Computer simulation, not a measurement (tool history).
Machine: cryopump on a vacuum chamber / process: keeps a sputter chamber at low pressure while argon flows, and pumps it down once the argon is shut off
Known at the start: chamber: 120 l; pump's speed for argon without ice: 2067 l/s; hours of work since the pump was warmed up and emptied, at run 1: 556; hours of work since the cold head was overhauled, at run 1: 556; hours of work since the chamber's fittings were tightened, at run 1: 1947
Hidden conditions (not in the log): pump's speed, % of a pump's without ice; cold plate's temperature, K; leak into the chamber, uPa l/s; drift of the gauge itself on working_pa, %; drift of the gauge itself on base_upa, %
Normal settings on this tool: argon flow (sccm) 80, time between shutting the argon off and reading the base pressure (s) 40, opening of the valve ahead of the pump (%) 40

run	hour	argon flow (sccm)	time between shutting the argon off and reading the base pressure (s)	opening of the valve ahead of the pump (%)	hours of work since the pump was warmed up and emptied	hours of work since the cold head was overhauled	hours of work since the chamber's fittings were tightened	pressure while argon flows (Pa)	pressure after the wait (uPa)
1	0	80	40	40	556	556	1947	0.1861	3.59
2	17.1	80	40	40	565	565	1956	0.1869	3.61
3	44	80	40	40	580	580	1971	0.1863	3.75
4	61.9	80	40	40	590	590	1981	0.1868	3.69
5	86.2	80	40	40	603	603	1994	0.1864	3.92
6	113.6	80	40	40	618	618	2009	0.189	3.75
7	143.2	80	78	40	634	634	2025	0.1907	3.06
8	160.7	80	78	40	644	644	2035	0.19	3.03
9	173.7	80	40	44	651	651	2042	0.1762	3.96
10	193	80	40	44	661	661	2052	0.1767	3.97
# hour 218.9: pump warmed up, emptied and cooled again
11	221.6	80	40	44	1	674	2065	0.1493	3.27
12	253.3	80	40	44	19	691	2083	0.1499	3.34
13	279.8	80	40	57	33	706	2097	0.1176	3.26
14	307.2	80	40	40	48	721	2112	0.1655	3.37
15	321.3	58	40	40	56	728	2120	0.1223	3.21
16	344.9	58	40	40	69	741	2132	0.1208	3.35
17	375	80	40	40	85	758	2149	0.166	3.43
18	402.4	130	40	40	100	773	2164	0.2738	3.46
19	434.6	130	40	17	118	790	2181	0.6313	3.35
20	449.5	64	73	50	126	798	2190	0.1097	2.79
21	480.7	64	171	15	143	815	2207	0.355	2.2
22	508.8	64	171	15	158	831	2222	0.3532	2.29
23	522.6	64	171	15	166	838	2229	0.3575	2.27
24	538.5	64	171	15	174	847	2238	0.3539	2.23
25	563.1	65	246	23	188	860	2251	0.2332	2.07
26	578	65	246	32	196	868	2260	0.1725	2.19
27	608.6	96	40	44	212	885	2276	0.1886	3.64
28	625	96	40	44	221	894	2285	0.1895	3.54
29	650.4	147	42	44	235	908	2299	0.2899	3.48
30	675.6	147	42	44	249	922	2313	0.29	3.56
31	693.7	35	31	23	259	931	2323	0.128	4.18
32	712	35	213	54	269	941	2333	0.057	2.43
33	743.8	35	213	54	286	959	2350	0.0583	2.37
34	768.7	80	197	40	300	972	2364	0.1751	2.41
35	788.9	80	197	40	311	983	2375	0.1769	2.51

Forecast each of these 3 alternatives for the next run:
A	811.8	80	79	38	323	996	2387	?	?
B	811.8	35	90	19	323	996	2387	?	?
C	811.8	135	24	40	323	996	2387	?	?

run	pressure while argon flows (Pa)	pressure after the wait (uPa)
A	0.1841	2.99
B	0.1559	2.94
C	0.2971	4.73
Without the tool's unlogged condition, the same runs would have read:
run	pressure while argon flows (Pa)	pressure after the wait (uPa)
A	0.1716	0.97
B	0.1505	0.89
C	0.276	2.73

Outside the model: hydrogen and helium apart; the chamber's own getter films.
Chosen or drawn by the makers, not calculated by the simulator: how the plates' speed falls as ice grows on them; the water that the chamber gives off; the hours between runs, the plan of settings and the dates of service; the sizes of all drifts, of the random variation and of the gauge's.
